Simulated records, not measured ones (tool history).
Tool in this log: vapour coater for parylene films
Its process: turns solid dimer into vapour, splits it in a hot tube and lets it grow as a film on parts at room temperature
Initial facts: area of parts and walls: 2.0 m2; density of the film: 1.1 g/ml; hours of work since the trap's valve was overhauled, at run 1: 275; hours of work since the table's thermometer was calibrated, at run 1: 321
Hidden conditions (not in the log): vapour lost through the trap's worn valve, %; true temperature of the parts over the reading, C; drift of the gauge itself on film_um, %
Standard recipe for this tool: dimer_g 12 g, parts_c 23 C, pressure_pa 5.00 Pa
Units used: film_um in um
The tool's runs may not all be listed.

run,day,dimer_g,parts_c,pressure_pa,hours of work since the trap's valve was overhauled,hours of work since the table's thermometer was calibrated,film_um
1,0.000,12,23,5.00,275,321,3.01
2,0.438,12,23,5.98,281,327,2.94
3,1.146,12,23,5.98,292,338,2.96
4,1.825,11,23,5.98,303,349,2.71
5,2.208,11,23,5.98,309,355,2.70
6,2.742,12,34,5.00,317,363,2.20
7,3.250,12,23,5.62,325,371,2.92
8,3.958,12,23,5.62,336,382,2.97
9,4.617,12,20,5.62,346,392,3.22
10,4.992,12,20,5.62,352,398,3.26
11,5.654,10,32,3.79,362,408,1.93
# day 5.900: trap's valve overhauled
12,6.583,15,26,8.82,11,420,3.22
13,7.092,15,26,8.82,18,428,3.29
14,7.642,12,15,4.71,27,436,3.82
15,8.288,12,21,4.71,37,447,3.20

What if the next run were any one of these 4? Each begins from the tool's condition after run 15:
A,9.071,6,21,6.32,49,459,?
B,9.071,15,23,3.33,49,459,?
C,9.071,14,29,5.75,49,459,?
D,9.071,7,17,4.65,49,459,?

run,film_um
A,1.53
B,3.84
C,2.89
D,2.08
With no hidden state in the tool, these same runs would have given:
run,film_um
A,1.53
B,3.84
C,2.89
D,2.08
